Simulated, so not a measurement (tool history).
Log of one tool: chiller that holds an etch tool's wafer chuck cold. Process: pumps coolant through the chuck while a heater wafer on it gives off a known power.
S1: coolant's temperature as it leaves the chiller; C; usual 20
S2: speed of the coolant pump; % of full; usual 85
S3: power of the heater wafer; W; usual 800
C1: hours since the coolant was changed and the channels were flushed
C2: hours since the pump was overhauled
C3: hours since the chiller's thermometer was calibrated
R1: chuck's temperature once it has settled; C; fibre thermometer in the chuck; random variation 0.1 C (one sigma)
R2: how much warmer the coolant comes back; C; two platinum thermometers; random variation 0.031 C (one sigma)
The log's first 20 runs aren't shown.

{"run": 21, "day": 31.583, "S1": 13, "S2": 78, "S3": 1047, "C1": 1519, "C2": 2726, "C3": 2434, "R1": 23.3, "R2": 4.27}
{"run": 22, "day": 32.721, "S1": 11, "S2": 95, "S3": 917, "C1": 1546, "C2": 2753, "C3": 2462, "R1": 18.8, "R2": 3.06}
{"run": 23, "day": 34.275, "S1": 12, "S2": 72, "S3": 1003, "C1": 1584, "C2": 2790, "C3": 2499, "R1": 22.4, "R2": 4.4}
{"run": 24, "day": 36.358, "S1": 20, "S2": 85, "S3": 404, "C1": 1634, "C2": 2840, "C3": 2549, "R1": 23.6, "R2": 1.5}
{"run": 25, "day": 38.346, "S1": 13, "S2": 85, "S3": 800, "C1": 1681, "C2": 2888, "C3": 2597, "R1": 20.4, "R2": 2.96}
{"run": 26, "day": 39.883, "S1": 13, "S2": 85, "S3": 533, "C1": 1718, "C2": 2925, "C3": 2634, "R1": 17.9, "R2": 1.97}
{"run": 27, "day": 41.804, "S1": 20, "S2": 85, "S3": 1168, "C1": 1764, "C2": 2971, "C3": 2680, "R1": 30.7, "R2": 4.37}
{"run": 28, "day": 43.212, "S1": 28, "S2": 85, "S3": 800, "C1": 1798, "C2": 3005, "C3": 2713, "R1": 35.2, "R2": 3.0}
{"run": 29, "day": 45.262, "S1": 28, "S2": 85, "S3": 800, "C1": 1847, "C2": 3054, "C3": 2763, "R1": 35.3, "R2": 2.99}
{"run": 30, "day": 47.129, "S1": 28, "S2": 85, "S3": 800, "C1": 1892, "C2": 3099, "C3": 2808, "R1": 35.1, "R2": 2.96}
{"run": 31, "day": 49.171, "S1": 12, "S2": 77, "S3": 800, "C1": 1941, "C2": 3148, "C3": 2856, "R1": 19.9, "R2": 3.26}
{"run": 32, "day": 51.15, "S1": 25, "S2": 90, "S3": 472, "C1": 1989, "C2": 3195, "C3": 2904, "R1": 28.9, "R2": 1.68}

Forecast each of these 3 alternatives for the next run:
{"run": "A", "day": 52.412, "S1": 12, "S2": 80, "S3": 800, "C1": 2019, "C2": 3226, "C3": 2934, "R1": "?", "R2": "?"}
{"run": "B", "day": 52.412, "S1": 13, "S2": 77, "S3": 439, "C1": 2019, "C2": 3226, "C3": 2934, "R1": "?", "R2": "?"}
{"run": "C", "day": 52.412, "S1": 15, "S2": 60, "S3": 563, "C1": 2019, "C2": 3226, "C3": 2934, "R1": "?", "R2": "?"}

run=A R1=19.8 R2=3.17
run=B R1=17.5 R2=1.82
run=C R1=21.9 R2=2.95
Without the tool's hidden state the same runs would have given:
run=A R1=19.8 R2=3.16
run=B R1=17.5 R2=1.81
run=C R1=21.8 R2=2.95
